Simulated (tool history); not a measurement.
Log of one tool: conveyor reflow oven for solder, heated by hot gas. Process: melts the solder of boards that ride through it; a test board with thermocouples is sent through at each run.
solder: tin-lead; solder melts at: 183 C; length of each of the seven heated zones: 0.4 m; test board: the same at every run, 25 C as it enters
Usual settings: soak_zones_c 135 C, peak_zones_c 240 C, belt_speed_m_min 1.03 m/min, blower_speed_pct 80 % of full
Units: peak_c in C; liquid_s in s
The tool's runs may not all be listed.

run   hour  soak_zones_c  peak_zones_c  belt_speed_m_min  blower_speed_pct  peak_c  liquid_s
  1    0.0           135           240              1.03                80   219.1      35.0
      16.0  -- flux residue cleaned out of gas plates and filters
  2   31.7           135           240              1.03                80   219.6      35.0
  3   44.4           135           240              1.03                80   219.7      35.3
  4   60.5           135           240              1.03                80   219.4      35.1
  5   71.5           129           240              1.03                80   218.4      33.4
  6   93.7           135           240              1.03                80   219.2      34.9
  7  118.9           135           240              1.03                80   220.4      34.9
  8  145.1           135           240              1.03                80   219.7      34.9
  9  169.0           135           240              1.03                80   220.2      35.1
 10  180.9           135           240              1.03                80   220.0      34.9
 11  207.6           135           240              1.03                80   219.8      35.4
 12  221.7           141           240              1.03                80   221.1      36.9
 13  246.1           141           238              1.12                66   211.6      29.4
 14  259.9           135           240              1.01                80   219.7      36.2
 15  274.5           135           240              1.01                80   220.3      36.0
 16  295.7           135           240              0.85                54   218.9      41.9
 17  315.8           132           240              1.03                80   219.1      34.6
 18  333.4           132           240              1.03                72   216.6      32.9
 19  359.6           149           240              1.03                72   220.5      38.6
 20  373.7           149           240              1.03                72   220.6      38.5
 21  385.8           149           248              1.03                72   226.7      41.0
 22  409.6           135           240              0.98                80   221.6      37.3
 23  423.2           148           253              0.93                87   238.6      49.0

Forecast each of these 4 alternatives for the next run:
  A  434.9           141           240              1.14                80       ?         ?
  B  434.9           127           238              0.93                77       ?         ?
  C  434.9           150           231              1.03                80       ?         ?
  D  434.9           134           243              0.93                87       ?         ?

run  peak_c  liquid_s
  A   217.3      31.2
  B   218.8      37.2
  C   215.0      36.5
  D   227.3      42.7
Without the tool's hidden state the same runs would have given:
run  peak_c  liquid_s
  A   217.4      31.2
  B   218.8      37.2
  C   215.0      36.5
  D   227.3      42.7
